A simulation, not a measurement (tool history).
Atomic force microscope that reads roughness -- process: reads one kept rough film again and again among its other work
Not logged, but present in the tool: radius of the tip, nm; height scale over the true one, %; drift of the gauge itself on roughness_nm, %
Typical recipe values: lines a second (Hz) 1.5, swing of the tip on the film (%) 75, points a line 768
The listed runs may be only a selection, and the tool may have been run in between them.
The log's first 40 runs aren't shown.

run     day  lines a second (Hz)  swing of the tip on the film (%)  points a line  pictures with this tip  hours of work since the height scale was calibrated  roughness of the kept film (nm (root mean square))
 41  46.358                  1.5                                79            273                     218                                                 1001                                               3.225
 42  47.625                 3.95                                65            443                     255                                                 1024                                               3.111
 43  48.462                 2.04                                66            768                     280                                                 1039                                                3.34
 44  49.129                 2.04                                66            768                     299                                                 1051                                               3.333
     49.833  -- new tip fitted
 45  49.833                 2.21                                84            466                       0                                                 1063                                               3.056
 46  51.238                  1.5                                74            768                      41                                                 1088                                               3.525
 47  51.921                 0.75                                74            429                      61                                                 1101                                               3.687
 48  52.992                 0.75                                56            521                      93                                                 1120                                               3.822
 49  53.783                 0.75                                56            521                     116                                                 1134                                               3.766
 50  54.996                 0.75                                56            521                     152                                                 1156                                                3.73
 51  55.988                 0.75                                56            802                     182                                                 1174                                               3.716
 52  56.638                 0.75                                56            802                     201                                                 1186                                               3.714

3 ways to go on from here, each from the tool as it stands after run 52. What would each give?
  A  57.85                 0.75                                87            473                     237                                                 1207                                                   ?
  B  57.85                  1.5                                58            768                     237                                                 1207                                                   ?
  C  57.85                 0.75                                84            802                     237                                                 1207                                                   ?

run  roughness of the kept film (nm (root mean square))
  A                                               3.342
  B                                               3.584
  C                                               3.383
Had the tool no hidden state, the same runs would have come out as:
run  roughness of the kept film (nm (root mean square))
  A                                               3.579
  B                                               3.838
  C                                               3.623
